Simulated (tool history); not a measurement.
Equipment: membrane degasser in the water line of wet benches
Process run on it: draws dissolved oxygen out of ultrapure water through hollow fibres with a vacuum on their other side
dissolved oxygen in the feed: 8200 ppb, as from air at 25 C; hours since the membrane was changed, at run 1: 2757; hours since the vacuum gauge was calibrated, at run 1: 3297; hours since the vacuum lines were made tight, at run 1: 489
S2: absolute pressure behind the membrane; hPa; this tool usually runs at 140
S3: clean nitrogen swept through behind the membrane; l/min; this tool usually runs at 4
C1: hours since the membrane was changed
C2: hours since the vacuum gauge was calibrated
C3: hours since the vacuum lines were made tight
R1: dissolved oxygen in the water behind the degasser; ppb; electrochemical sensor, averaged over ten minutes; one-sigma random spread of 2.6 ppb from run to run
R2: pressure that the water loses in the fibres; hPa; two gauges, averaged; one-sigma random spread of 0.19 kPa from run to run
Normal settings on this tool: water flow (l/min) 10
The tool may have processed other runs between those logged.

{"run": 1, "hour": 0.0, "water flow (l/min)": 10, "S2": 140, "S3": 4, "C1": 2757, "C2": 3297, "C3": 489, "R1": 271, "R2": 367.6}
{"run": 2, "hour": 56.7, "water flow (l/min)": 10, "S2": 140, "S3": 4, "C1": 2814, "C2": 3354, "C3": 546, "R1": 272.7, "R2": 371.7}
{"run": 3, "hour": 150.0, "water flow (l/min)": 10, "S2": 140, "S3": 4, "C1": 2907, "C2": 3447, "C3": 639, "R1": 270.8, "R2": 369.1}
{"run": 4, "hour": 236.7, "water flow (l/min)": 10, "S2": 140, "S3": 4, "C1": 2994, "C2": 3533, "C3": 726, "R1": 273.8, "R2": 370.3}
{"run": 5, "hour": 292.3, "water flow (l/min)": 10, "S2": 140, "S3": 4, "C1": 3049, "C2": 3589, "C3": 781, "R1": 275.4, "R2": 365.4}
{"run": 6, "hour": 368.2, "water flow (l/min)": 10, "S2": 140, "S3": 4, "C1": 3125, "C2": 3665, "C3": 857, "R1": 269.3, "R2": 371.8}
{"run": 7, "hour": 442.1, "water flow (l/min)": 10, "S2": 140, "S3": 4, "C1": 3199, "C2": 3739, "C3": 931, "R1": 273, "R2": 370.8}
{"run": 8, "hour": 512.9, "water flow (l/min)": 10, "S2": 140, "S3": 4, "C1": 3270, "C2": 3810, "C3": 1002, "R1": 274, "R2": 368.9}
{"run": 9, "hour": 553.4, "water flow (l/min)": 10, "S2": 140, "S3": 2.15, "C1": 3310, "C2": 3850, "C3": 1043, "R1": 328, "R2": 372.5}
{"run": 10, "hour": 601.3, "water flow (l/min)": 10, "S2": 140, "S3": 4, "C1": 3358, "C2": 3898, "C3": 1091, "R1": 273.6, "R2": 370.7}
{"run": 11, "hour": 663.2, "water flow (l/min)": 10, "S2": 140, "S3": 4, "C1": 3420, "C2": 3960, "C3": 1152, "R1": 269.9, "R2": 372.7}
{"run": 12, "hour": 729.1, "water flow (l/min)": 11, "S2": 288, "S3": 6.96, "C1": 3486, "C2": 4026, "C3": 1218, "R1": 339.3, "R2": 410.7}
{"hour": 738.2, "done": "vacuum gauge calibrated"}
{"run": 13, "hour": 775.9, "water flow (l/min)": 12, "S2": 194, "S3": 2.12, "C1": 3532, "C2": 38, "C3": 1265, "R1": 491, "R2": 445.7}
{"run": 14, "hour": 874.5, "water flow (l/min)": 14, "S2": 187, "S3": 4, "C1": 3631, "C2": 136, "C3": 1363, "R1": 470.1, "R2": 517.3}
{"run": 15, "hour": 958.6, "water flow (l/min)": 9, "S2": 116, "S3": 2.73, "C1": 3715, "C2": 220, "C3": 1447, "R1": 239.6, "R2": 333}
{"run": 16, "hour": 1051.5, "water flow (l/min)": 9, "S2": 116, "S3": 7.54, "C1": 3808, "C2": 313, "C3": 1540, "R1": 199.5, "R2": 335.4}
{"run": 17, "hour": 1093.7, "water flow (l/min)": 9, "S2": 116, "S3": 7.54, "C1": 3850, "C2": 355, "C3": 1582, "R1": 201, "R2": 333.5}
{"run": 18, "hour": 1186.2, "water flow (l/min)": 9, "S2": 116, "S3": 7.54, "C1": 3943, "C2": 448, "C3": 1675, "R1": 201.3, "R2": 335.5}
{"run": 19, "hour": 1271.2, "water flow (l/min)": 9, "S2": 255, "S3": 2.12, "C1": 4028, "C2": 533, "C3": 1760, "R1": 399.6, "R2": 335.9}
{"hour": 1308.4, "done": "vacuum gauge calibrated, once more"}
{"run": 20, "hour": 1352.6, "water flow (l/min)": 10, "S2": 158, "S3": 4, "C1": 4109, "C2": 44, "C3": 1841, "R1": 284, "R2": 371.8}
{"run": 21, "hour": 1415.8, "water flow (l/min)": 10, "S2": 177, "S3": 4, "C1": 4172, "C2": 107, "C3": 1904, "R1": 295.6, "R2": 371}
{"run": 22, "hour": 1511.0, "water flow (l/min)": 8, "S2": 232, "S3": 10.26, "C1": 4267, "C2": 203, "C3": 1999, "R1": 176.1, "R2": 297.6}

What differs in the tool's unlogged condition from the final listed run ahead of each entry between runs to the first listed run following it?
Between runs 12 and 13: vacuum gauge calibrated (hour 738.2)
  true pressure behind the membrane over the reading, kPa: 0.15 -> 0.16
  difference, measured minus the result without the unlogged condition, R1: +13.3 -> +16.4 ppb; R2: +6.2 -> +6.7 hPa
Between runs 19 and 20: vacuum gauge calibrated, once more (hour 1308.4)
  membrane still open, %: 98.3 -> 98.2; true pressure behind the membrane over the reading, kPa: 0.18 -> 0.06
  difference, measured minus the result without the unlogged condition, R1: +13.9 -> +13.8 ppb; R2: +5.8 -> +6.6 hPa

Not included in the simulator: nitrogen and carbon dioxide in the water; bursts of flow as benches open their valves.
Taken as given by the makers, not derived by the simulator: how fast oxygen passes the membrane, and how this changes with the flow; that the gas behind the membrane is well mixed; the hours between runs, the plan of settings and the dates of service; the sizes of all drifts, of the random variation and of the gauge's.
